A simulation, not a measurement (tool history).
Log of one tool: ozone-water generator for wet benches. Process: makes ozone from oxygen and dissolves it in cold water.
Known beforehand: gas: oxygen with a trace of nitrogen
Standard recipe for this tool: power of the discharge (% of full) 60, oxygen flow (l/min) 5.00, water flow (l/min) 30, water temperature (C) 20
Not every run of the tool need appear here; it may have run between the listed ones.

| run | hour | power of the discharge (% of full) | oxygen flow (l/min) | water flow (l/min) | water temperature (C) | dissolved ozone (ppm) | ozone in the gas ahead of the water (g/m3) |
|---|---|---|---|---|---|---|---|
| 1 | 0.0 | 60 | 5.00 | 30 | 20 | 15.4 | 189.3 |
| 2 | 23.3 | 60 | 5.00 | 30 | 14 | 16.7 | 190.9 |
| 3 | 46.2 | 60 | 5.00 | 30 | 14 | 17.1 | 191.1 |
| 4 | 68.4 | 60 | 5.00 | 30 | 20 | 15.9 | 188.4 |
| 5 | 109.0 | 60 | 5.00 | 30 | 20 | 15.7 | 191.1 |
| 6 | 129.6 | 60 | 5.00 | 30 | 20 | 15.7 | 189.6 |
| 7 | 149.9 | 60 | 8.55 | 31 | 20 | 15.6 | 143.9 |
| 8 | 174.4 | 99 | 3.42 | 22 | 20 | 26.4 | 307.3 |
| 9 | 205.8 | 60 | 3.39 | 30 | 20 | 14.6 | 231.8 |
| 10 | 241.9 | 42 | 5.00 | 30 | 20 | 13.0 | 157.0 |

For each run, the measured value with the value that run would have given without the tool's hidden condition subtracted. The run-to-run variation is shared by both, the gauge scatter possibly not:
The hidden state here: yield of the discharge, % of new electrodes'; contactor's efficiency, % of a clean one's; true water temperature over the reading, C; drift of the gauge itself on ozone_ppm, %; drift of the gauge itself on gas_g_m3, %.
| run | dissolved ozone (ppm) | ozone in the gas ahead of the water (g/m3) |
|---|---|---|
| 1 | -0.4 | -3.5 |
| 2 | -0.4 | -3.6 |
| 3 | -0.4 | -3.6 |
| 4 | -0.4 | -3.6 |
| 5 | -0.4 | -3.7 |
| 6 | -0.5 | -3.8 |
| 7 | -0.4 | -2.9 |
| 8 | -0.9 | -8.2 |
| 9 | -0.4 | -4.8 |
| 10 | -0.3 | -2.6 |
